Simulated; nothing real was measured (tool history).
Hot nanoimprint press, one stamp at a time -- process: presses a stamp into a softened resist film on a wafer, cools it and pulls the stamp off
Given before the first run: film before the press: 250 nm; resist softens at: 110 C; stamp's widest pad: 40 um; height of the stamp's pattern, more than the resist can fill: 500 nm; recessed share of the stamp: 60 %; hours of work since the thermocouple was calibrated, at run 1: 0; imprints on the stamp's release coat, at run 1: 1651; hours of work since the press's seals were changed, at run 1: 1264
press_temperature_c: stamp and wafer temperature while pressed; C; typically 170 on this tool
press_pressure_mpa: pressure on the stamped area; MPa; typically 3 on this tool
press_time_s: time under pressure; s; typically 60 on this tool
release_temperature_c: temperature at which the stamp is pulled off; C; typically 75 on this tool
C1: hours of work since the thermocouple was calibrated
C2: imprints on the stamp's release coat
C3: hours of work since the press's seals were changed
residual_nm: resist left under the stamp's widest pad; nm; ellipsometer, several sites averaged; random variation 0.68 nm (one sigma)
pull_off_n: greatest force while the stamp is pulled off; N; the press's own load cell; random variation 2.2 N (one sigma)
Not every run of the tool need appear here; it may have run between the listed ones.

{"run": 1, "hour": 0.0, "press_temperature_c": 170, "press_pressure_mpa": 3, "press_time_s": 60, "release_temperature_c": 75, "C1": 0, "C2": 1651, "C3": 1264, "residual_nm": 108.4, "pull_off_n": 132}
{"hour": 36.4, "done": "press's hydraulic seals changed and the load cell set to zero"}
{"run": 2, "hour": 48.6, "press_temperature_c": 170, "press_pressure_mpa": 3, "press_time_s": 60, "release_temperature_c": 66, "C1": 30, "C2": 1802, "C3": 9, "residual_nm": 105.5, "pull_off_n": 155}
{"hour": 77.0, "done": "stamp cleaned and given a new release coat"}
{"run": 3, "hour": 85.3, "press_temperature_c": 170, "press_pressure_mpa": 3, "press_time_s": 60, "release_temperature_c": 75, "C1": 52, "C2": 32, "C3": 31, "residual_nm": 105, "pull_off_n": 98}
{"run": 4, "hour": 119.8, "press_temperature_c": 170, "press_pressure_mpa": 3, "press_time_s": 60, "release_temperature_c": 75, "C1": 77, "C2": 160, "C3": 56, "residual_nm": 103.1, "pull_off_n": 99}
{"run": 5, "hour": 150.0, "press_temperature_c": 170, "press_pressure_mpa": 4.09, "press_time_s": 60, "release_temperature_c": 75, "C1": 99, "C2": 272, "C3": 78, "residual_nm": 87.7, "pull_off_n": 98}
{"run": 6, "hour": 191.6, "press_temperature_c": 170, "press_pressure_mpa": 4.09, "press_time_s": 60, "release_temperature_c": 75, "C1": 129, "C2": 427, "C3": 109, "residual_nm": 85.8, "pull_off_n": 106}
{"run": 7, "hour": 223.4, "press_temperature_c": 170, "press_pressure_mpa": 4.09, "press_time_s": 60, "release_temperature_c": 75, "C1": 153, "C2": 546, "C3": 132, "residual_nm": 86.8, "pull_off_n": 107}
{"run": 8, "hour": 246.6, "press_temperature_c": 170, "press_pressure_mpa": 4.09, "press_time_s": 60, "release_temperature_c": 75, "C1": 169, "C2": 632, "C3": 149, "residual_nm": 87.2, "pull_off_n": 108}
{"hour": 253.7, "done": "plate thermocouple calibrated"}
{"run": 9, "hour": 280.1, "press_temperature_c": 170, "press_pressure_mpa": 4.09, "press_time_s": 60, "release_temperature_c": 75, "C1": 19, "C2": 746, "C3": 171, "residual_nm": 83.9, "pull_off_n": 114}
{"run": 10, "hour": 314.0, "press_temperature_c": 170, "press_pressure_mpa": 3, "press_time_s": 60, "release_temperature_c": 75, "C1": 44, "C2": 872, "C3": 196, "residual_nm": 101.9, "pull_off_n": 118}
{"run": 11, "hour": 344.9, "press_temperature_c": 170, "press_pressure_mpa": 3, "press_time_s": 60, "release_temperature_c": 81, "C1": 66, "C2": 987, "C3": 218, "residual_nm": 101.6, "pull_off_n": 106}
{"hour": 383.8, "done": "plate thermocouple calibrated, once more"}
{"run": 12, "hour": 389.4, "press_temperature_c": 170, "press_pressure_mpa": 3, "press_time_s": 60, "release_temperature_c": 75, "C1": 4, "C2": 1142, "C3": 248, "residual_nm": 105.7, "pull_off_n": 121}
{"run": 13, "hour": 435.3, "press_temperature_c": 170, "press_pressure_mpa": 3, "press_time_s": 70, "release_temperature_c": 75, "C1": 38, "C2": 1313, "C3": 282, "residual_nm": 98.7, "pull_off_n": 125}
{"run": 14, "hour": 478.0, "press_temperature_c": 170, "press_pressure_mpa": 3, "press_time_s": 60, "release_temperature_c": 75, "C1": 69, "C2": 1472, "C3": 313, "residual_nm": 103.7, "pull_off_n": 131}
{"run": 15, "hour": 501.0, "press_temperature_c": 170, "press_pressure_mpa": 3, "press_time_s": 60, "release_temperature_c": 75, "C1": 85, "C2": 1557, "C3": 330, "residual_nm": 104.6, "pull_off_n": 125}
{"run": 16, "hour": 549.2, "press_temperature_c": 170, "press_pressure_mpa": 3, "press_time_s": 73, "release_temperature_c": 73, "C1": 121, "C2": 1737, "C3": 365, "residual_nm": 96.3, "pull_off_n": 136}
{"run": 17, "hour": 574.5, "press_temperature_c": 158, "press_pressure_mpa": 2.02, "press_time_s": 36, "release_temperature_c": 64, "C1": 139, "C2": 1831, "C3": 383, "residual_nm": 204.5, "pull_off_n": 157}
{"hour": 597.7, "done": "stamp cleaned and given a new release coat"}
{"run": 18, "hour": 621.7, "press_temperature_c": 170, "press_pressure_mpa": 2.92, "press_time_s": 60, "release_temperature_c": 70, "C1": 169, "C2": 89, "C3": 413, "residual_nm": 104.2, "pull_off_n": 106}
{"run": 19, "hour": 655.1, "press_temperature_c": 170, "press_pressure_mpa": 2.92, "press_time_s": 60, "release_temperature_c": 70, "C1": 193, "C2": 214, "C3": 438, "residual_nm": 103.5, "pull_off_n": 111}
{"run": 20, "hour": 678.0, "press_temperature_c": 176, "press_pressure_mpa": 4.3, "press_time_s": 111, "release_temperature_c": 63, "C1": 210, "C2": 299, "C3": 454, "residual_nm": 53.2, "pull_off_n": 124}
{"run": 21, "hour": 715.9, "press_temperature_c": 176, "press_pressure_mpa": 4.3, "press_time_s": 33, "release_temperature_c": 79, "C1": 238, "C2": 440, "C3": 482, "residual_nm": 82.1, "pull_off_n": 95}
{"run": 22, "hour": 747.6, "press_temperature_c": 160, "press_pressure_mpa": 2.66, "press_time_s": 70, "release_temperature_c": 79, "C1": 261, "C2": 558, "C3": 505, "residual_nm": 151.1, "pull_off_n": 99}
{"run": 23, "hour": 784.6, "press_temperature_c": 176, "press_pressure_mpa": 2.77, "press_time_s": 38, "release_temperature_c": 79, "C1": 288, "C2": 696, "C3": 532, "residual_nm": 100.7, "pull_off_n": 99}
{"run": 24, "hour": 806.8, "press_temperature_c": 176, "press_pressure_mpa": 2.77, "press_time_s": 38, "release_temperature_c": 79, "C1": 304, "C2": 779, "C3": 548, "residual_nm": 99.6, "pull_off_n": 100}
{"run": 25, "hour": 841.0, "press_temperature_c": 176, "press_pressure_mpa": 2.77, "press_time_s": 38, "release_temperature_c": 79, "C1": 329, "C2": 906, "C3": 573, "residual_nm": 99.5, "pull_off_n": 105}
{"run": 26, "hour": 868.0, "press_temperature_c": 166, "press_pressure_mpa": 2.77, "press_time_s": 38, "release_temperature_c": 69, "C1": 348, "C2": 1007, "C3": 593, "residual_nm": 138.7, "pull_off_n": 126}
{"run": 27, "hour": 888.6, "press_temperature_c": 170, "press_pressure_mpa": 3, "press_time_s": 60, "release_temperature_c": 80, "C1": 363, "C2": 1084, "C3": 608, "residual_nm": 100.4, "pull_off_n": 104}

What will run 28 give?
{"run": 28, "hour": 911.8, "press_temperature_c": 170, "press_pressure_mpa": 3, "press_time_s": 60, "release_temperature_c": 80, "C1": 380, "C2": 1170, "C3": 625, "residual_nm": "?", "pull_off_n": "?"}

Logged for run 28: residual_nm 100.6 nm, pull_off_n 104 N.
The same run, on a tool lacking any hidden state, would have yielded residual_nm 103.8 nm, pull_off_n 87 N.
